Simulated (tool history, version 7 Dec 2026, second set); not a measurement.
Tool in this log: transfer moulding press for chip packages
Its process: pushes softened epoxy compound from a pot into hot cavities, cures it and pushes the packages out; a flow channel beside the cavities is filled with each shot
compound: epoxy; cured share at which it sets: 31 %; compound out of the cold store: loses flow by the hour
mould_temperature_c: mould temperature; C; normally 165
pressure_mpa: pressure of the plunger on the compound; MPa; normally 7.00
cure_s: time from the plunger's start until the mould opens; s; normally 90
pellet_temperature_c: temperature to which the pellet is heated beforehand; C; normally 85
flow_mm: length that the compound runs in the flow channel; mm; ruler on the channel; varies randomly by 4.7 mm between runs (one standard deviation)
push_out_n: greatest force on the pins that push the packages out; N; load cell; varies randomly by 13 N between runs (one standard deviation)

run     day  mould_temperature_c  pressure_mpa  cure_s  pellet_temperature_c  incoming compound's hours out of the cold store  flow_mm  push_out_n
  1   0.000                  165          7.00      90                    85                                             34.1      705         814
  2   1.312                  165          7.00      90                    85                                             12.6      728         933
  3   2.492                  165          7.00      90                    85                                             26.2      712         960
      2.775  -- cavities cleaned with cleaning compound and waxed
  4   3.738                  165          7.00      90                    85                                             23.2      711        1024
  5   4.442                  165          7.00      90                    85                                             27.3      699        1050
  6   5.721                  165          7.00      90                    85                                             11.8      719        1067
      6.908  -- cavities cleaned with cleaning compound and waxed
  7   6.938                  165          7.00      90                    85                                             25.8      696         590
      8.279  -- plunger's sealing rings changed
      8.458  -- cavities cleaned with cleaning compound and waxed, once more
  8   8.462                  165          5.74      90                    85                                             36.2      639         579
  9   9.050                  165          5.74      90                    85                                             20.7      663         701
 10  10.233                  159          7.00      90                    85                                             10.7      772        1428
 11  11.554                  159          7.00      90                    85                                             34.3      728        1453
 12  12.333                  165          7.00      90                    85                                             12.4      739         983
     12.604  -- cavities cleaned with cleaning compound and waxed
 13  13.608                  165          7.00      90                    85                                             16.6      729         789
 14  14.300                  165          7.00      90                    85                                             22.5      722         844
 15  15.171                  160          7.00      90                    85                                             21.4      741        1343
     15.842  -- mould's thermocouples calibrated
 16  16.046                  160          7.00      80                    82                                             20.1      739        1969
     16.812  -- cavities cleaned with cleaning compound and waxed
 17  17.392                  160          7.00      80                    82                                             33.2      710        1449
 18  18.254                  160          7.00      80                    82                                             24.0      730        1654
 19  19.125                  160          7.00      80                    82                                             38.7      698        1756
 20  20.262                  161          6.73      90                    81                                             39.1      682        1328
     21.004  -- cavities cleaned with cleaning compound and waxed
 21  21.388                  170          6.17      90                    81                                             18.8      659         545
 22  22.154                  170          6.17      90                    81                                             39.2      633         614
 23  23.550                  165          6.17      90                    81                                             12.9      674         979
 24  24.875                  165          6.70      90                    94                                             33.4      670         940
     25.229  -- plunger's sealing rings changed
     25.292  -- cavities cleaned with cleaning compound and waxed
 25  25.908                  165          6.70      90                    94                                             15.0      731         732
 26  26.579                  165          6.70      90                    94                                             46.4      670         759
 27  27.696                  165          6.70      90                    94                                             27.3      711         898

Forecast each of these 4 alternatives for the next run:
  A  28.858                  171          5.21      89                    85                                             21.3        ?           ?
  B  28.858                  165          5.79      77                    94                                             12.5        ?           ?
  C  28.858                  165          6.52      80                    94                                             14.5        ?           ?
  D  28.858                  165          6.70      90                    79                                              9.6        ?           ?

run  flow_mm  push_out_n
  A      606         720
  B      684        1414
  C      712        1293
  D      740        1039
Without the tool's hidden state the same runs would have given:
run  flow_mm  push_out_n
  A      613         444
  B      692         879
  C      720         802
  D      748         646
